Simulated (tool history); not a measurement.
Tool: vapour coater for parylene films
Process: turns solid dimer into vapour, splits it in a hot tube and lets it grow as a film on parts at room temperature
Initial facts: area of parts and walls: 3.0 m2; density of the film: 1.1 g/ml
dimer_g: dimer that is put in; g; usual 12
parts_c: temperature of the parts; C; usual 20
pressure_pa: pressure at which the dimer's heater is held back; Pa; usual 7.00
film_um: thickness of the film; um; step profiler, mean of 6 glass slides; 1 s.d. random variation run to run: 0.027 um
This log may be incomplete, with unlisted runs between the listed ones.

run	hour	dimer_g	parts_c	pressure_pa	film_um
1	0.0	12	20	7.00	2.05
# hour 46.9: trap's valve overhauled
2	53.3	12	20	7.00	1.77
3	96.2	12	20	7.00	1.80
4	117.5	12	20	7.00	1.79
5	157.7	12	20	7.00	1.74
6	195.3	12	20	7.00	1.73
7	218.4	12	20	7.00	1.73
8	267.7	12	32	7.00	1.07
9	300.8	12	32	7.00	1.06
# hour 325.2: trap's valve overhauled, once more
10	334.3	12	20	7.00	2.17
11	358.6	12	21	7.00	2.13
12	405.6	12	20	2.82	2.65
13	450.9	12	20	2.29	2.65
14	478.0	12	20	7.00	2.16
15	508.4	12	20	7.00	2.16
16	534.7	12	20	7.00	2.11
17	569.3	12	20	7.00	2.14
18	605.4	12	20	3.96	2.36
19	654.4	12	20	7.00	2.05
20	696.1	12	20	7.00	2.11
21	735.8	12	20	7.00	2.06
22	787.6	12	20	7.00	2.07
23	816.7	5	27	4.20	0.71
24	853.7	12	30	7.00	1.34
25	904.0	16	22	7.00	2.45
26	955.2	11	18	2.80	2.42
27	999.8	11	18	2.80	2.38
28	1042.2	11	18	2.80	2.35
29	1076.0	11	18	2.80	2.36
30	1110.3	20	14	2.80	5.00
31	1137.7	8	29	4.70	1.00
32	1178.7	12	14	2.78	2.96
33	1204.9	12	22	2.78	2.12
34	1244.6	12	22	2.78	2.08
# hour 1290.6: trap's valve overhauled
35	1294.7	12	22	2.78	2.40
36	1338.8	6	22	11.32	0.89
37	1360.7	6	22	11.32	0.87
38	1390.7	6	22	11.32	0.87
39	1424.4	10	20	4.34	1.90

Some steps in film_um between neighbouring runs. How much of each would the tool show without its hidden state too (settings, what came in, random variation), and how much is left for the hidden state, with any gauge scatter that isn't in both results?
Hidden state present: vapour lost through the trap's worn valve, %; true temperature of the parts over the reading, C; drift of the gauge itself on film_um, %.
Run 29 -> 30: dimer_g 11 -> 20, parts_c 18 -> 14. film_um +2.64 um: hidden state -0.38, all else +3.02.
Run 30 -> 31: dimer_g 20 -> 8, parts_c 14 -> 29, pressure_pa 2.80 -> 4.70. film_um -4.00 um: hidden state +0.56, all else -4.56.
Run 31 -> 32: dimer_g 8 -> 12, parts_c 29 -> 14, pressure_pa 4.70 -> 2.78. film_um +1.96 um: hidden state -0.31, all else +2.27.
